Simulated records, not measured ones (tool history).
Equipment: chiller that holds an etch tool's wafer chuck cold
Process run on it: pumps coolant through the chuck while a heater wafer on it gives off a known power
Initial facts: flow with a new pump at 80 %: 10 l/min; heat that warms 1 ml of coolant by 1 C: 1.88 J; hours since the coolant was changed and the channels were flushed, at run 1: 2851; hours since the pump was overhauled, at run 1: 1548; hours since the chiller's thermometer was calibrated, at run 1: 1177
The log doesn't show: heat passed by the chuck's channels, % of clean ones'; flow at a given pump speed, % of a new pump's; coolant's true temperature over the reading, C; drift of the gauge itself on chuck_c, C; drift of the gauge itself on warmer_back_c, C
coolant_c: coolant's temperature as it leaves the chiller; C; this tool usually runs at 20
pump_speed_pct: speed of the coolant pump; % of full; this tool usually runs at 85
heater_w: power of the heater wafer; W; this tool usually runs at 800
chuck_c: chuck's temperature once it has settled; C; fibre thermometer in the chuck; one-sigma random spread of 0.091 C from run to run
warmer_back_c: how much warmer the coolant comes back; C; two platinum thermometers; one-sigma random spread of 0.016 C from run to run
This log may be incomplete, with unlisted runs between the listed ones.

run,hour,coolant_c,pump_speed_pct,heater_w,hours since the coolant was changed and the channels were flushed,hours since the pump was overhauled,hours since the chiller's thermometer was calibrated,chuck_c,warmer_back_c
1,0.0,20,85,800,2851,1548,1177,25.21,2.38
2,128.4,20,97,800,2979,1676,1305,24.77,2.06
3,236.4,20,97,800,3087,1784,1413,24.92,2.07
4,342.5,20,97,800,3193,1890,1519,24.52,2.05
5,456.3,20,85,653,3307,2004,1633,24.39,1.97
6,513.1,20,85,653,3364,2061,1690,24.29,1.97
7,650.4,20,85,653,3501,2198,1827,24.51,1.95
8,717.8,20,85,800,3568,2265,1894,25.49,2.41
9,829.0,20,85,800,3680,2377,2006,25.51,2.40
10,893.3,10,85,800,3744,2441,2070,15.43,2.42
11,985.4,20,85,469,3836,2533,2162,23.28,1.42
12,1122.7,20,85,800,3973,2670,2299,25.41,2.43
13,1257.2,20,85,800,4108,2805,2434,25.53,2.42
14,1340.6,15,62,880,4191,2888,2517,23.17,3.82
15,1465.9,15,78,450,4317,3013,2643,18.48,1.51
16,1567.8,17,98,450,4418,3115,2745,19.90,1.15
17,1692.0,17,98,777,4543,3240,2869,21.95,2.01
18,1782.5,24,70,477,4633,3330,2959,28.23,1.82
19,1885.2,24,70,477,4736,3433,3062,28.08,1.82
20,1975.0,20,72,800,4826,3523,3152,26.51,2.97
21,2081.2,20,89,800,4932,3629,3258,25.45,2.34
# hour 2149.5: chiller's thermometer calibrated
22,2149.5,13,89,800,4999,3696,0,18.34,2.33
23,2264.1,11,72,714,5114,3811,115,16.85,2.66
24,2347.3,11,72,714,5197,3894,198,16.93,2.65
25,2458.1,11,72,714,5308,4005,309,17.01,2.66

What if the next run were any one of these 4? Each begins from the tool's condition after run 25:
A,2552.3,19,65,980,5402,4099,403,?,?
B,2552.3,11,73,714,5402,4099,403,?,?
C,2552.3,12,85,800,5402,4099,403,?,?
D,2552.3,11,65,714,5402,4099,403,?,?

run,chuck_c,warmer_back_c
A,27.90,4.09
B,16.83,2.63
C,17.71,2.50
D,17.54,2.98
With the hidden condition removed and each run's random variation left untouched, the same runs would have given:
run,chuck_c,warmer_back_c
A,26.73,3.95
B,16.02,2.54
C,16.92,2.42
D,16.67,2.88

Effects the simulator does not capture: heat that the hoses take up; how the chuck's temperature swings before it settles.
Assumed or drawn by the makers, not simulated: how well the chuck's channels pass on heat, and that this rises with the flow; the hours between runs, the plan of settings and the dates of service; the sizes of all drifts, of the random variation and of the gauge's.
